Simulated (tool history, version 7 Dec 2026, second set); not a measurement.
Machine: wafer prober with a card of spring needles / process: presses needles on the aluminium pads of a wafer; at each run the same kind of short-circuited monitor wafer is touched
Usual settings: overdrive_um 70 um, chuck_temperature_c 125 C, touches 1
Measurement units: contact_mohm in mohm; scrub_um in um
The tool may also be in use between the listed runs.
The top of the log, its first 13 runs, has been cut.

run,hour,overdrive_um,chuck_temperature_c,touches,touches since the tips were cleaned,cleanings since the card got new needles,touches since the first contact's height was set,contact_mohm,scrub_um
14,78.8,70,125,1,3103,21,87889,299,10.24
# hour 80.2: tips cleaned on abrasive film
15,87.1,70,125,1,2559,22,90911,293,10.28
# hour 90.1: tips cleaned on abrasive film
16,95.6,70,125,1,2016,23,94005,289,10.15
# hour 100: tips cleaned on abrasive film
17,104.2,70,125,1,1554,24,97143,284,10.17
18,108.2,71,57,2,3035,24,98624,265,10.28
# hour 109.8: tips cleaned on abrasive film
19,117.4,73,100,2,2811,25,102007,276,10.56
# hour 120: tips cleaned on abrasive film
20,121.4,73,100,2,506,26,103428,259,10.65
21,128.9,62,68,1,3266,26,106188,299,9.06
# hour 129.7: tips cleaned on abrasive film
22,137.4,82,68,1,2833,27,109301,275,12.1
# hour 139.6: tips cleaned on abrasive film
23,142.7,61,35,2,1178,28,111243,255,8.67
# hour 149.3: tips cleaned on abrasive film
24,149.3,88,31,1,0,29,113623,239,12.82
25,156.9,88,31,2,2824,29,116447,247,12.96
# hour 159.7: tips cleaned on abrasive film
26,161.2,75,120,2,550,30,117981,265,10.91
27,167.1,59,121,1,2726,30,120157,310,8.51
# hour 169.7: tips cleaned on abrasive film
28,171,77,64,2,477,31,121551,251,11.13
29,178.3,77,64,2,3180,31,124254,263,11.15

Expected results for the next run?
# hour 179.5: tips cleaned on abrasive film
30,187,56,54,2,2765,32,127449,?,?

Run 30 produced contact_mohm 284 mohm, scrub_um 7.94 um.
Had the tool carried no hidden state, the very same run would have given contact_mohm 246 mohm, scrub_um 8.39 um.
